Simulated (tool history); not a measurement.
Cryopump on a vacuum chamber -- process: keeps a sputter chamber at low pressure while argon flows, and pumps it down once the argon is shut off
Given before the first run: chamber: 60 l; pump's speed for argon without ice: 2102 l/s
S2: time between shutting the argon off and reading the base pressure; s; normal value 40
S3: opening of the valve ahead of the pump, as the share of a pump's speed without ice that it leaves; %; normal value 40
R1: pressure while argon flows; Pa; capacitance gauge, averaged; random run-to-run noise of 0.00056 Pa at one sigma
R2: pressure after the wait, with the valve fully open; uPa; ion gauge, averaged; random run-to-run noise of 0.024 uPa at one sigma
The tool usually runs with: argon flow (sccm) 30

run 1 hour=0.0 | argon_flow_(sccm)=30 S2=40 S3=40 | R1=0.0656 R2=1.17
run 2 hour=68.4 | argon_flow_(sccm)=30 S2=40 S3=40 | R1=0.0658 R2=1.16
run 3 hour=106.8 | argon_flow_(sccm)=30 S2=40 S3=40 | R1=0.0663 R2=1.21
run 4 hour=181.5 | argon_flow_(sccm)=30 S2=40 S3=15 | R1=0.1692 R2=1.17
run 5 hour=255.6 | argon_flow_(sccm)=30 S2=113 S3=40 | R1=0.0686 R2=0.77
-- hour=284.3 pump warmed up, emptied and cooled again
run 6 hour=333.5 | argon_flow_(sccm)=30 S2=40 S3=40 | R1=0.0614 R2=1.09
run 7 hour=404.4 | argon_flow_(sccm)=30 S2=40 S3=40 | R1=0.0625 R2=1.21
run 8 hour=469.8 | argon_flow_(sccm)=30 S2=40 S3=40 | R1=0.0617 R2=1.18
run 9 hour=539.4 | argon_flow_(sccm)=38 S2=40 S3=40 | R1=0.0804 R2=1.19
run 10 hour=606.0 | argon_flow_(sccm)=38 S2=40 S3=40 | R1=0.0816 R2=1.22
run 11 hour=669.4 | argon_flow_(sccm)=30 S2=111 S3=40 | R1=0.0659 R2=0.79
run 12 hour=728.3 | argon_flow_(sccm)=30 S2=40 S3=40 | R1=0.0664 R2=1.26
run 13 hour=798.0 | argon_flow_(sccm)=30 S2=40 S3=40 | R1=0.0681 R2=1.33
run 14 hour=839.4 | argon_flow_(sccm)=30 S2=40 S3=40 | R1=0.0677 R2=1.31
run 15 hour=906.1 | argon_flow_(sccm)=30 S2=40 S3=40 | R1=0.0688 R2=1.36
-- hour=968.4 pump warmed up, emptied and cooled again
run 16 hour=991.7 | argon_flow_(sccm)=30 S2=40 S3=40 | R1=0.0610 R2=1.21
run 17 hour=1041.0 | argon_flow_(sccm)=30 S2=40 S3=21 | R1=0.1156 R2=1.25
run 18 hour=1089.0 | argon_flow_(sccm)=30 S2=40 S3=21 | R1=0.1165 R2=1.22
run 19 hour=1158.5 | argon_flow_(sccm)=13 S2=40 S3=36 | R1=0.0300 R2=1.24
run 20 hour=1213.3 | argon_flow_(sccm)=13 S2=40 S3=36 | R1=0.0308 R2=1.28
run 21 hour=1279.2 | argon_flow_(sccm)=13 S2=40 S3=36 | R1=0.0322 R2=1.31
run 22 hour=1327.5 | argon_flow_(sccm)=15 S2=40 S3=19 | R1=0.0658 R2=1.38
run 23 hour=1381.1 | argon_flow_(sccm)=28 S2=134 S3=40 | R1=0.0613 R2=0.83
run 24 hour=1447.5 | argon_flow_(sccm)=30 S2=73 S3=17 | R1=0.1499 R2=1.06
run 25 hour=1513.6 | argon_flow_(sccm)=30 S2=73 S3=17 | R1=0.1504 R2=1.13
run 26 hour=1599.7 | argon_flow_(sccm)=15 S2=43 S3=43 | R1=0.0319 R2=1.41
run 27 hour=1641.2 | argon_flow_(sccm)=15 S2=43 S3=43 | R1=0.0330 R2=1.42
-- hour=1651.3 pump warmed up, emptied and cooled again
run 28 hour=1739.3 | argon_flow_(sccm)=15 S2=43 S3=43 | R1=0.0287 R2=1.28
run 29 hour=1791.7 | argon_flow_(sccm)=15 S2=27 S3=28 | R1=0.0430 R2=1.72
run 30 hour=1852.8 | argon_flow_(sccm)=15 S2=27 S3=28 | R1=0.0444 R2=1.72
run 31 hour=1893.3 | argon_flow_(sccm)=21 S2=108 S3=59 | R1=0.0318 R2=0.93
run 32 hour=1965.8 | argon_flow_(sccm)=26 S2=36 S3=31 | R1=0.0709 R2=1.54
run 33 hour=2025.0 | argon_flow_(sccm)=30 S2=55 S3=36 | R1=0.0720 R2=1.27
run 34 hour=2100.5 | argon_flow_(sccm)=30 S2=22 S3=55 | R1=0.0495 R2=2.11
run 35 hour=2149.5 | argon_flow_(sccm)=59 S2=40 S3=49 | R1=0.1092 R2=1.53

Each row is a separate what-if for the run after 35, all from the same tool condition, not one after another. Results?
run A hour=2195.8 | argon_flow_(sccm)=42 S2=25 S3=33 | R1=? R2=?
run B hour=2195.8 | argon_flow_(sccm)=32 S2=144 S3=45 | R1=? R2=?
run C hour=2195.8 | argon_flow_(sccm)=55 S2=36 S3=48 | R1=? R2=?

run=A R1=0.1127 R2=1.98
run=B R1=0.0660 R2=1.03
run=C R1=0.1073 R2=1.64
Take away the tool's hidden state, keep each run's random variation, and the runs would have read:
run=A R1=0.1019 R2=1.32
run=B R1=0.0578 R2=0.36
run=C R1=0.0931 R2=0.96
